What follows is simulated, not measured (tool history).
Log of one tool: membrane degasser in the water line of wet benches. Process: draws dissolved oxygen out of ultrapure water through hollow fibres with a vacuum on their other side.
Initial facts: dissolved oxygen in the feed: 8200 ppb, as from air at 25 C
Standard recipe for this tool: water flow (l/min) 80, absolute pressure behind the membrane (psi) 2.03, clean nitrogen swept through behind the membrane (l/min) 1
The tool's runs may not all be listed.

run   hour  water flow (l/min)  absolute pressure behind the membrane (psi)  clean nitrogen swept through behind the membrane (l/min)  dissolved oxygen in the water behind the degasser (ppb)  pressure that the water loses in the fibres (psi)
  1      0                  80                                         2.03                                                         1                                                   1289.3                                              9.793
  2   35.5                  80                                         2.03                                                         1                                                   1289.1                                              9.813
  3   80.3                  80                                         2.03                                                         1                                                   1291.8                                              9.957
  4  120.8                  80                                         4.76                                                         1                                                   2909.4                                              9.836
  5  151.8                  80                                         4.76                                                      1.18                                                   2649.3                                              9.867
  6  186.5                  80                                         4.76                                                      1.18                                                   2644.6                                               9.88
  7  212.3                  80                                         4.76                                                      1.18                                                   2657.5                                              9.877
  8  245.6                  80                                         2.09                                                         1                                                   1334.6                                              9.865
  9  270.4                  80                                         2.09                                                         1                                                   1334.9                                               9.86
 10  296.5                  80                                         2.09                                                         1                                                   1336.6                                               9.89
 11  325.4                 114                                         2.03                                                         1                                                   1600.3                                             14.076
 12    349                 114                                         2.03                                                         1                                                   1608.7                                             14.047
 13  388.4                 114                                         2.03                                                         1                                                   1603.4                                             14.025
 14  408.5                 114                                         2.03                                                         1                                                   1599.2                                             14.154
 15    433                 114                                         2.03                                                         1                                                   1601.8                                             14.035
 16  455.9                  81                                         2.03                                                      1.33                                                   1085.1                                              9.967
 17  482.4                  66                                         3.55                                                         1                                                   2029.6                                              8.211
       485  -- vacuum gauge calibrated
 18  523.4                  66                                         3.55                                                         1                                                   2029.6                                              8.132
 19    549                 121                                         1.36                                                         1                                                   1027.2                                             14.972
 20  581.4                  54                                         4.32                                                      0.44                                                   3326.1                                               6.66
 21  625.1                  54                                         4.32                                                      0.44                                                   3333.6                                               6.64
 22  645.6                 109                                         1.84                                                      1.56                                                   1075.3                                             13.393
 23  683.3                  80                                         1.78                                                      1.66                                                    793.5                                              9.938
 24  703.7                  80                                         2.03                                                      2.72                                                    639.8                                              9.897
 25  734.5                  55                                         1.42                                                         1                                                    647.1                                              6.796
     748.5  -- vacuum gauge calibrated, once more
 26  773.3                  57                                         1.75                                                      1.31                                                    707.8                                               7.03
 27  808.8                  82                                         3.71                                                      1.43                                                     1931                                             10.055
 28  829.8                  82                                         3.71                                                      1.43                                                   1934.8                                              10.16
 29  864.4                  82                                         3.71                                                      1.43                                                   1927.1                                             10.153
 30  907.7                  99                                         2.03                                                      0.79                                                   1661.3                                             12.261

5 options for the next run, each taken on its own from the tool as it stands now. Forecast them:
  A  951.5                 116                                         2.65                                                      0.43                                                        ?                                                  ?
  B  951.5                  99                                         3.19                                                      0.79                                                        ?                                                  ?
  C  951.5                 117                                         2.03                                                         1                                                        ?                                                  ?
  D  951.5                  91                                         2.03                                                       2.8                                                        ?                                                  ?
  E  951.5                  80                                         4.74                                                      1.22                                                        ?                                                  ?

run  dissolved oxygen in the water behind the degasser (ppb)  pressure that the water loses in the fibres (psi)
  A                                                   3085.9                                             14.315
  B                                                   2614.7                                             12.306
  C                                                   1615.1                                             14.428
  D                                                      688                                             11.243
  E                                                   2594.4                                              9.873
The same runs, with their run-to-run variation unchanged, on a tool lacking any hidden condition would have given:
run  dissolved oxygen in the water behind the degasser (ppb)  pressure that the water loses in the fibres (psi)
  A                                                   3104.5                                             14.198
  B                                                   2623.3                                             12.205
  C                                                     1621                                             14.309
  D                                                    688.5                                              11.15
  E                                                   2596.5                                              9.791
